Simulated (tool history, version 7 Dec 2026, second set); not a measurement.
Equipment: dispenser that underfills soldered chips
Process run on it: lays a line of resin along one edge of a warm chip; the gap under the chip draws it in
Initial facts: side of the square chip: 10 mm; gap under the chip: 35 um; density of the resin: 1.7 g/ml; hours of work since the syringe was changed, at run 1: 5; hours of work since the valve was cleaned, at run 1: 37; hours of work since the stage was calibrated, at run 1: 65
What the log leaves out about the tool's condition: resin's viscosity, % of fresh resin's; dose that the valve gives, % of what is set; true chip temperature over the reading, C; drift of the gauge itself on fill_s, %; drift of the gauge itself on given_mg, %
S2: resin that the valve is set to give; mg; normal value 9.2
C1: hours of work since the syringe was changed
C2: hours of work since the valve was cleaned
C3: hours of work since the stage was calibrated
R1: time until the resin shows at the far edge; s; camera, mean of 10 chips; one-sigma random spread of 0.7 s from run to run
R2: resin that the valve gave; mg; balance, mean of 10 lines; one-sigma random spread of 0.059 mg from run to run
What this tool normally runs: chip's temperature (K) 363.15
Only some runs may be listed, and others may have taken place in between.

Run 1, hour 0: usual settings; C1 5; C2 37; C3 65. Result: R1 77.7 s, R2 8.95 mg.
Run 2, hour 2.5: usual settings but S2 9.21 mg; C1 6; C2 39; C3 66. Result: R1 81.5 s, R2 8.9 mg.
Run 3, hour 7.8: usual settings but S2 9.21 mg; C1 10; C2 43; C3 70. Result: R1 97.2 s, R2 8.8 mg.
At hour 9.4: new syringe of resin.
Run 4, hour 11: usual settings but S2 9.21 mg; C1 1; C2 45; C3 72. Result: R1 68.5 s, R2 8.94 mg.
Run 5, hour 16.7: usual settings but S2 9.21 mg; C1 5; C2 49; C3 76. Result: R1 80.4 s, R2 8.89 mg.
Run 6, hour 21.6: usual settings but S2 9.21 mg; C1 8; C2 52; C3 80. Result: R1 91.5 s, R2 8.72 mg.
At hour 25.3: new syringe of resin.
Run 7, hour 27.4: usual settings but S2 9.21 mg; C1 1; C2 56; C3 83. Result: R1 66.4 s, R2 8.76 mg.
Run 8, hour 30.2: usual settings; C1 3; C2 58; C3 85. Result: R1 74.5 s, R2 8.76 mg.
Run 9, hour 35: usual settings; C1 7; C2 61; C3 89. Result: R1 83.2 s, R2 8.7 mg.
Run 10, hour 38.1: usual settings; C1 9; C2 63; C3 91. Result: R1 94.3 s, R2 8.65 mg.
At hour 41.6: new syringe of resin.
Run 11, hour 44.1: usual settings; C1 2; C2 67; C3 95. Result: R1 71.1 s, R2 8.71 mg.
Run 12, hour 47.6: usual settings; C1 4; C2 70; C3 97. Result: R1 76.7 s, R2 8.63 mg.
Run 13, hour 50.2: usual settings; C1 6; C2 72; C3 99. Result: R1 83.5 s, R2 8.57 mg.
Run 14, hour 54.6: usual settings but S2 8.99 mg; C1 9; C2 75; C3 102. Result: R1 94.7 s, R2 8.5 mg.
At hour 57.8: new syringe of resin.
Run 15, hour 60.4: usual settings but chip's temperature (K) 366.15; C1 2; C2 79; C3 106. Result: R1 62.2 s, R2 8.58 mg.
Run 16, hour 65.5: usual settings; C1 5; C2 82; C3 110. Result: R1 80.5 s, R2 8.44 mg.
Run 17, hour 70.3: usual settings; C1 9; C2 85; C3 113. Result: R1 94.3 s, R2 8.51 mg.
At hour 73.9: new syringe of resin.
Run 18, hour 73.9: usual settings but S2 8.99 mg; C1 0; C2 88; C3 115. Result: R1 65.9 s, R2 8.42 mg.
Run 19, hour 78: usual settings; C1 3; C2 91; C3 118. Result: R1 72.8 s, R2 8.52 mg.
Run 20, hour 82.2: usual settings; C1 6; C2 94; C3 121. Result: R1 82.7 s, R2 8.46 mg.
Run 21, hour 85.9: usual settings but chip's temperature (K) 350.15, S2 10.9 mg; C1 8; C2 96; C3 124. Result: R1 146.6 s, R2 9.86 mg.
At hour 89.8: new syringe of resin.
Run 22, hour 91.4: usual settings but chip's temperature (K) 362.15, S2 11.75 mg; C1 1; C2 100; C3 127. Result: R1 69.5 s, R2 10.72 mg.
Run 23, hour 95.8: usual settings but chip's temperature (K) 362.15, S2 11.75 mg; C1 4; C2 103; C3 130. Result: R1 79.6 s, R2 10.61 mg.
Run 24, hour 99.5: usual settings but chip's temperature (K) 361.15; C1 7; C2 105; C3 133. Result: R1 92.3 s, R2 8.36 mg.
Run 25, hour 104: usual settings but chip's temperature (K) 376.15; C1 10; C2 109; C3 136. Result: R1 64.7 s, R2 8.35 mg.
At hour 105.9: new syringe of resin.
Run 26, hour 107.6: usual settings but chip's temperature (K) 376.15; C1 1; C2 111; C3 138. Result: R1 44.7 s, R2 8.3 mg.
Run 27, hour 111.3: usual settings but chip's temperature (K) 369.15, S2 11.19 mg; C1 4; C2 113; C3 141. Result: R1 61.8 s, R2 10.08 mg.
At hour 114.4: dispensing valve cleaned and set on the balance.
Run 28, hour 114.9: usual settings but chip's temperature (K) 362.15, S2 10.98 mg; C1 6; C2 0; C3 143. Result: R1 82.8 s, R2 11 mg.
Run 29, hour 119.6: usual settings but chip's temperature (K) 361.15, S2 7.94 mg; C1 9; C2 4; C3 146. Result: R1 106.3 s, R2 8 mg.
At hour 123.2: new syringe of resin.
Run 30, hour 123.3: usual settings but chip's temperature (K) 375.15, S2 8.18 mg; C1 0; C2 6; C3 148. Result: R1 44.3 s, R2 8.18 mg.
Run 31, hour 128.1: usual settings but chip's temperature (K) 356.15, S2 10.22 mg; C1 3; C2 9; C3 152. Result: R1 96.6 s, R2 10.13 mg.
Run 32, hour 130.9: usual settings but chip's temperature (K) 358.15, S2 8.02 mg; C1 5; C2 11; C3 154. Result: R1 99.9 s, R2 7.83 mg.
Run 33, hour 135.3: usual settings but chip's temperature (K) 372.15, S2 10.23 mg; C1 8; C2 14; C3 157. Result: R1 66.3 s, R2 10.08 mg.
At hour 139.4: new syringe of resin.
Run 34, hour 140.5: usual settings but chip's temperature (K) 354.15, S2 10.48 mg; C1 1; C2 18; C3 160. Result: R1 91.5 s, R2 10.31 mg.
Run 35, hour 143.7: usual settings but chip's temperature (K) 369.15, S2 9.55 mg; C1 3; C2 20; C3 162. Result: R1 58.7 s, R2 9.37 mg.
Run 36, hour 147.5: usual settings but chip's temperature (K) 368.15, S2 10.45 mg; C1 6; C2 23; C3 165. Result: R1 68.6 s, R2 10.22 mg.
Run 37, hour 153: usual settings but S2 8.03 mg; C1 10; C2 27; C3 169. Result: R1 97.2 s, R2 7.87 mg.

Hidden state or all else? Some run-to-run changes of R1, split into what the settings, what came in and random variation would give without the hidden state, and what is left for the hidden state (with any gauge scatter that isn't in both results):
Run 3 -> 4: new syringe of resin. R1 -28.7 s: hidden state -29.1, all else +0.4.
Run 20 -> 21: chip's temperature (K) 363.15 -> 350.15, S2 9.2 -> 10.9. R1 +63.9 s: hidden state +25.7, all else +38.2.
Run 21 -> 22: chip's temperature (K) 350.15 -> 362.15, S2 10.9 -> 11.75, new syringe of resin. R1 -77.1 s: hidden state -40.1, all else -37.
Run 29 -> 30: chip's temperature (K) 361.15 -> 375.15, S2 7.94 -> 8.18, new syringe of resin. R1 -62 s: hidden state -33.9, all else -28.1.
